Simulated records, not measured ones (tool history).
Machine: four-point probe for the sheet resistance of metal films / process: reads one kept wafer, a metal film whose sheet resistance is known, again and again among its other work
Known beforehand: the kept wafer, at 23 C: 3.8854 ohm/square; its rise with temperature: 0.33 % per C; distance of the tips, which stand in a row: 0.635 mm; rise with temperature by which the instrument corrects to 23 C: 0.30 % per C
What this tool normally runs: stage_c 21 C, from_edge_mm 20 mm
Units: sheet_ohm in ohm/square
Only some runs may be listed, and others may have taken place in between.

run	hour	stage_c	from_edge_mm	sheet_ohm
1	0.0	21	20	3.824480
2	54.1	20	20	3.821329
3	97.4	21	13	3.826133
4	143.8	21	13	3.825022
5	232.1	21	13	3.824567
6	291.4	21	13	3.827923
7	365.1	21	13	3.827274
8	432.6	19	20	3.821893
9	486.8	19	20	3.819851
10	575.9	21	20	3.821854
11	650.9	21	20	3.821289
12	694.4	21	20	3.821807
13	734.1	21	20	3.821607
14	808.3	28	20	3.826636
15	864.4	28	20	3.827370
16	929.0	21	20	3.818856
17	992.4	21	20	3.818496
18	1075.7	19	20	3.814489
19	1144.7	21	20	3.816100
20	1213.1	21	20	3.815791
21	1272.8	21	20	3.815209
22	1348.4	21	20	3.814575
23	1402.0	21	20	3.814051
24	1473.4	25	5	3.848525
25	1545.7	25	5	3.847117
26	1590.5	25	5	3.847318
27	1640.0	18	3	3.895887
28	1730.3	18	3	3.895469
29	1785.5	32	50	3.820974
30	1870.4	26	8	3.826241
31	1930.4	26	8	3.825195
32	2016.0	26	8	3.825119
33	2070.8	21	28	3.805784
34	2145.1	21	28	3.806206
35	2233.7	21	28	3.804394
36	2320.5	21	28	3.804728
37	2373.5	19	3	3.890210
38	2426.6	34	31	3.818387
39	2468.2	34	31	3.816522
40	2537.8	24	9	3.813837
41	2593.4	21	13	3.805400
42	2644.8	26	3	3.894988
43	2721.0	26	3	3.893961
44	2801.1	30	8	3.820877
45	2868.7	30	73	3.808418
46	2919.1	25	42	3.801735

Removed from this log: 1 entry logged between the listed runs. Between which two listed runs does each belong, and how does the tool's hidden state at the listed run before it compare with that at the listed run after it?
From run 5 to run 6: stage's thermometer calibrated (hour 291.4)
  inner tips' distance over the nominal, %: -1.388 -> -1.402; tips' flats over new ones', %: 56 -> 57; wafer's true temperature over the reading, C: -0.42 -> -0.13
  measured less the result without the state, sheet_ohm: -0.063634 -> -0.060534 ohm/square
